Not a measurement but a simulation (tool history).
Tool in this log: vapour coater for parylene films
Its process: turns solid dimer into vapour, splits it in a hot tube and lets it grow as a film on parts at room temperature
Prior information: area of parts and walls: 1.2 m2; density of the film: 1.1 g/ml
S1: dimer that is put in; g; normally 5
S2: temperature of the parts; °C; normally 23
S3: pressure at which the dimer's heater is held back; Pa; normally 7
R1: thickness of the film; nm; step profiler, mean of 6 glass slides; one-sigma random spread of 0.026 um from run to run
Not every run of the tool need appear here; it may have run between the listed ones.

run,hour,S1,S2,S3,R1
1,0,5,23,7,2050
2,35.1,5,23,7,2050
3,98.3,5,23,7,1950
4,160,5,23,7,2030
5,203.7,5,23,7,1880
6,232.6,7,23,7,2770
7,286.6,7,23,7,2740
8,352.1,5,23,7,1920
9,409.1,5,23,7,1910
10,445,5,23,7,1890
11,490.1,5,23,7,1890
12,552,5,23,7,1860
13,592.4,5,23,7,1890
14,628.1,5,23,7,1830
# hour 662.2: trap's valve overhauled
15,662.8,5,23,7,1800
16,714.2,5,23,10.51,1710
17,744.5,5,23,10.51,1660
18,780.9,5,34,7,1100
# hour 789: trap's valve overhauled, once more
19,817.5,5,34,7,1330
20,877.8,5,34,6.02,1320
21,911.6,5,34,6.02,1280
22,960.4,5,23,7,1980
23,1026.4,5,23,7,2010
24,1070.3,5,23,7,1970
25,1137.8,5,29,7.95,1510
26,1175.6,5,29,2.6,1700
27,1223.2,2,35,7,500
28,1278,2,35,7,480
29,1315.8,2,35,7,450
30,1362.7,8,31,2.22,2450
31,1398.8,5,23,5,1980
32,1464,4,23,5.22,1580
33,1515.8,3,24,4.38,1150
34,1576.1,3,24,4.38,1160
35,1608,2,22,5.62,800
36,1647.1,2,22,2.97,840
37,1700.2,8,23,7,2940
38,1740.3,8,23,7,2940
39,1792.8,3,22,3.18,1260
40,1853.5,3,22,3.18,1230
41,1883.1,4,18,7,1830
42,1931.8,4,32,11.7,900
# hour 1964: trap's valve overhauled
43,2001.7,9,17,2.8,5270
44,2054.9,9,17,2.8,5210

What does the tool deliver on the next run?
45,2099.2,9,17,2.8,?

{"run 45": {"R1": 5210}}
Without the tool's hidden state the same run would have given R1 5500 nm.
